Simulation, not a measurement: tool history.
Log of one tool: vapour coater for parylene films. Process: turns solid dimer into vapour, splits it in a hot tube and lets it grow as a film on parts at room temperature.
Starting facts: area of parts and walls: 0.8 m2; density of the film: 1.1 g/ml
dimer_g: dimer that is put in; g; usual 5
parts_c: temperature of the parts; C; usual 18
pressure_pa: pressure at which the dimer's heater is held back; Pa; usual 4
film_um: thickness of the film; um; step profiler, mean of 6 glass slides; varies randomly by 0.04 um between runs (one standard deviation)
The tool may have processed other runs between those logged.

run	hour	dimer_g	parts_c	pressure_pa	film_um
1	0	5	18	4	4.04
2	20.3	5	18	4	4.01
3	43	5	16	4	4.36
4	55.3	3	18	4	2.39
5	70.5	5	18	4	3.99
6	83.5	5	18	4	4.02
7	98.3	2	18	4	1.58
8	115.7	5	18	4	3.91
9	133.4	5	18	4	3.95
10	163.2	5	18	4	4
11	183.9	5	18	4	3.91
12	197.1	5	18	4	3.82
13	217.6	5	30	4	2.4
14	237.3	5	30	4	2.43
15	258.4	5	30	4	2.4
# hour 285.1: trap's valve overhauled
16	291.5	5	30	4	2.67
17	306.9	4	17	6.56	3.48
18	330.7	4	17	6.56	3.48
19	348.1	3	25	11.39	1.79
20	372.5	5	21	2.35	3.94
21	392	6	21	2.35	4.63
22	408.5	6	21	2.35	4.65
23	428.3	6	21	4.76	4.4
24	444.5	6	21	4.76	4.43
25	465.4	4	11	4	4.41
26	488	4	11	4	4.39

Here are 5 independent what-if runs from the current tool condition. What would each one return?
A	505.7	3	24	2.83	?
B	505.7	4	10	4	?
C	505.7	4	24	4.36	?
D	505.7	4	17	4	?
E	505.7	4	14	8.67	?

run	film_um
A	1.99
B	4.29
C	2.59
D	3.41
E	3.7
Without the tool's unlogged condition, the same runs would have read:
run	film_um
A	2.06
B	4.43
C	2.68
D	3.52
E	3.83
